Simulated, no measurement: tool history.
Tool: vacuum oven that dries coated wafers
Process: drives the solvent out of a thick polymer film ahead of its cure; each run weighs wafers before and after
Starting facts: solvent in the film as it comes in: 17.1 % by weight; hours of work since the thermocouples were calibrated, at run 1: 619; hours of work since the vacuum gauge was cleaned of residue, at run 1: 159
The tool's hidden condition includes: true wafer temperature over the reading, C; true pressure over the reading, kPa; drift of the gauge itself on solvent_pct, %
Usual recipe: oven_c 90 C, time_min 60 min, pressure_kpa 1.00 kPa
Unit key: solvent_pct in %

run,hour,oven_c,time_min,pressure_kpa,hours of work since the thermocouples were calibrated,hours of work since the vacuum gauge was cleaned of residue,solvent_pct
1,0.0,90,60,1.00,619,159,1.68
2,27.5,90,60,0.70,636,176,1.67
3,52.0,90,60,0.70,651,191,1.74
4,83.3,90,60,0.70,670,210,1.65
5,120.4,90,60,0.51,693,233,1.68
6,146.0,90,60,0.51,709,249,1.64
7,167.5,90,60,0.65,722,262,1.59
8,192.2,90,60,0.65,737,277,1.57
9,217.7,90,60,0.65,753,293,1.76
10,250.0,90,60,0.65,773,312,1.64
11,274.9,90,60,0.65,788,328,1.67
12,298.9,90,51,0.65,802,342,2.22
13,331.8,90,60,1.00,823,363,1.89
14,359.3,90,57,1.00,839,379,2.01
15,390.7,90,35,1.00,859,399,4.05
16,407.1,86,97,0.80,869,409,1.27
17,443.5,96,97,0.80,891,431,0.32
18,459.5,77,83,0.80,901,441,4.28
19,479.8,99,60,0.76,913,453,0.53
20,495.6,99,60,0.76,923,463,0.59
21,522.7,101,80,0.62,940,479,0.20
22,551.8,101,80,0.62,957,497,0.20
23,577.0,90,52,1.00,973,513,2.44
24,606.8,100,52,1.47,991,531,0.84
25,639.2,100,52,1.47,1011,551,0.86
26,665.7,100,52,0.80,1027,567,0.66
27,682.5,105,94,1.00,1037,577,0.14
28,714.6,83,107,0.79,1057,597,1.60
# hour 718.2: oven's thermocouples calibrated
29,744.6,78,72,1.38,16,614,4.52

Consider 3 possible next runs. They are alternatives, not a sequence: every one starts from the tool as it was left by run 29. What does each give?
A,777.5,81,56,0.59,36,634,?
B,777.5,84,45,1.47,36,634,?
C,777.5,85,38,1.00,36,634,?

run,solvent_pct
A,4.38
B,4.67
C,5.19
With the hidden condition removed and each run's random variation left untouched, the same runs would have given:
run,solvent_pct
A,4.16
B,4.47
C,4.98
